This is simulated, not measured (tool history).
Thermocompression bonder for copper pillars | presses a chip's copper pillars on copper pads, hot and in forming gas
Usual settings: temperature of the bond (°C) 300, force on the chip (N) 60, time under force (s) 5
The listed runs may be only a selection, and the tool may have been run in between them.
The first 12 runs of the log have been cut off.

run    hour  temperature of the bond (°C)  force on the chip (N)  time under force (s)  hours of work since the heater was calibrated  hours of work since the force cell was calibrated  hours of work since the gas filter was changed  force that shears a chip off (N)
 13   481.3                           300                     60                     8                                            613                                                397                                              74                              76.5
 14   522.1                           300                     60                     5                                            633                                                417                                              94                              64.6
 15   566.5                           300                     60                     5                                            655                                                439                                             115                              65.7
 16   618.4                           300                     60                     3                                            681                                                464                                             141                              54.6
 17   647.6                           300                     60                    12                                            695                                                479                                             155                              89.7
 18   698.1                           300                     60                    12                                            720                                                504                                             180                              88.8
 19   730.2                           300                     60                    12                                            735                                                519                                             196                              88.5
 20     768                           312                     60                    12                                            754                                                538                                             214                              99.5
 21   805.8                           300                     60                     5                                            773                                                556                                             233                              66.5
 22     843                           314                     79                     4                                            791                                                575                                             251                              82.4
 23   880.1                           291                     60                     5                                            809                                                593                                             269                              58.3
 24   929.7                           292                     56                    15                                            833                                                617                                             294                              85.7
 25   966.5                           311                     56                     4                                            851                                                635                                             312                              66.8
 26  1021.9                           313                     63                     4                                            879                                                663                                             339                              72.3
 27  1068.4                           311                     38                     8                                            901                                                685                                             362                              67.3
 28  1127.8                           305                     60                    12                                            931                                                715                                             391                              93.8
 29  1169.9                           329                     58                     6                                            951                                                735                                             412                                92
 30  1215.1                           285                     82                     6                                            973                                                757                                             434                              70.8
 31  1245.5                           285                     82                     6                                            988                                                772                                             449                              69.9
     1254.5  -- forming gas filter changed
 32  1283.7                           326                     60                     3                                           1007                                                791                                              14                              75.9
 33  1323.7                           326                     39                     3                                           1027                                                810                                              34                              58.1
 34  1355.2                           321                     80                    14                                           1042                                                826                                              49                             127.6
 35  1390.7                           310                     83                     8                                           1059                                                843                                              67                             103.1

What will run 36 give?
 36  1424.1                           282                     41                    13                                           1076                                                860                                              83                                 ?

force that shears a chip off (N): 61.2
On a tool with no hidden condition, and with the same random variation, this run would have come out at force that shears a chip off (N) 58.

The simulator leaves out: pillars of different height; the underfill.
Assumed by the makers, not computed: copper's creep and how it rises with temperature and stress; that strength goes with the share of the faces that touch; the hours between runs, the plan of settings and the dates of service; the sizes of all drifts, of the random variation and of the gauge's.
